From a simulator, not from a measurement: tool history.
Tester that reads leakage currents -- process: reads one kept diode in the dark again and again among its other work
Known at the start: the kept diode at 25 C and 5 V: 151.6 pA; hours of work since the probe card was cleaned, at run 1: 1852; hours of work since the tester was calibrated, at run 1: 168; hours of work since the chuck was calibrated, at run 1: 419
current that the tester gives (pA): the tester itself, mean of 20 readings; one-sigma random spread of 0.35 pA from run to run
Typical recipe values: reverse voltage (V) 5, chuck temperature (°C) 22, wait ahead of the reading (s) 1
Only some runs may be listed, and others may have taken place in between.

run   hour  reverse voltage (V)  chuck temperature (°C)  wait ahead of the reading (s)  hours of work since the probe card was cleaned  hours of work since the tester was calibrated  hours of work since the chuck was calibrated  current that the tester gives (pA)
  1      0                    5                      22                              1                                            1852                                            168                                           419                              117.14
  2   16.3                    5                      22                              1                                            1863                                            179                                           430                              117.12
  3   51.5                    5                      39                              1                                            1887                                            203                                           453                              525.04
  4   88.9                    5                      39                              1                                            1912                                            228                                           479                              523.27
  5  106.1                    5                      39                              1                                            1924                                            240                                           491                              523.67
  6  128.1                 1.68                      22                              1                                            1939                                            255                                           505                               76.74
  7  164.6                    5                      22                           0.31                                            1964                                            279                                           530                              120.08
  8    192                    5                      22                           0.31                                            1982                                            298                                           549                               120.6
  9  228.2                    5                      22                           0.31                                            2007                                            323                                           573                              120.14
 10  266.1                    5                      22                           0.31                                            2032                                            348                                           599                              119.88
     269.8  -- tester calibrated
 11  307.5                    5                      22                           0.48                                            2059                                             26                                           626                              118.53
 12    331                    5                      22                              1                                            2075                                             42                                           642                              116.08
 13  361.5                    5                      22                              1                                            2096                                             62                                           663                              116.92
 14  391.2                    5                      22                              1                                            2116                                             82                                           683                              116.57
 15  413.4                 1.55                      27                              1                                            2131                                             98                                           698                              117.42
 16  431.8                 8.55                      33                           2.68                                            2144                                            110                                           710                              380.28
     437.2  -- tester calibrated, once more
 17  463.1                 8.55                      33                           2.68                                            2163                                             18                                           730                              380.32
 18  492.3                19.45                      33                           0.77                                            2183                                             37                                           750                              527.14
 19  527.1                19.45                      33                           0.77                                            2207                                             61                                           774                              523.27
 20  549.9                 5.48                      36                           1.91                                            2222                                             76                                           789                              413.44
 21  574.9                 3.82                      22                           1.91                                            2239                                             93                                           806                              103.06
 22  595.6                 1.15                      48                           1.02                                            2253                                            107                                           820                              618.27
 23  625.7                 2.49                      40                            0.3                                            2274                                            128                                           841                              434.66
 24  664.5                 2.49                      22                           0.96                                            2300                                            154                                           867                               88.44
 25    694                 1.86                      22                              1                                            2320                                            174                                           887                               78.97
 26  715.4                 1.86                      22                              1                                            2335                                            189                                           901                               78.47

Here are 3 independent what-if runs from the current tool condition. What would each one return?
  A  733.3                 3.78                      21                           3.48                                            2347                                            201                                           914                                   ?
  B  733.3                 6.17                      53                              3                                            2347                                            201                                           914                                   ?
  C  733.3                    5                      42                           5.62                                            2347                                            201                                           914                                   ?

run  current that the tester gives (pA)
  A                               93.59
  B                             1721.43
  C                              663.46
Had the tool no hidden state, the same runs would have come out as:
run  current that the tester gives (pA)
  A                                94.5
  B                             1749.22
  C                              674.25
